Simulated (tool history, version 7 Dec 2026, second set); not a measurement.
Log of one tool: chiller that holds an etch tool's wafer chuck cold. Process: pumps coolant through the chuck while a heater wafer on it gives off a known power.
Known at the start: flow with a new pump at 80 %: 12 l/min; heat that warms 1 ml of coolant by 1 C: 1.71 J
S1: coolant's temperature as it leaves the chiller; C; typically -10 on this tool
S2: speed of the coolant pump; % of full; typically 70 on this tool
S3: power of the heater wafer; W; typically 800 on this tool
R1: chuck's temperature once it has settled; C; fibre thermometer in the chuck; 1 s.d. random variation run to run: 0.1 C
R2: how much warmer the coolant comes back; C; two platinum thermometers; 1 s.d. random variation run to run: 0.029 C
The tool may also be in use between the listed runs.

run	day	S1	S2	S3	R1	R2
1	0.000	-10	70	800	0.3	2.71
2	4.133	-10	70	800	0.5	2.68
3	6.996	-10	77	800	-0.5	2.45
4	10.829	-10	77	800	-0.5	2.41
5	14.442	-10	77	800	-0.4	2.47
# day 17.458: chiller's thermometer calibrated
6	18.396	-10	70	800	0.4	2.73
7	23.046	-10	70	800	0.3	2.68
8	26.479	-10	70	800	0.3	2.71
9	30.621	-10	70	800	0.0	2.72
10	34.492	-10	70	800	0.3	2.69
11	37.438	-10	70	800	0.2	2.65

3 options for the next run, each taken on its own from the tool as it stands now. Forecast them:
A	39.896	-17	70	509	?	?
B	39.896	-10	92	800	?	?
C	39.896	-10	64	685	?	?

run	R1	R2
A	-10.4	1.70
B	-1.3	2.01
C	-0.7	2.49
Stripped of hidden state, with their random variation kept, the same runs would have yielded:
run	R1	R2
A	-10.4	1.70
B	-1.3	2.01
C	-0.7	2.49
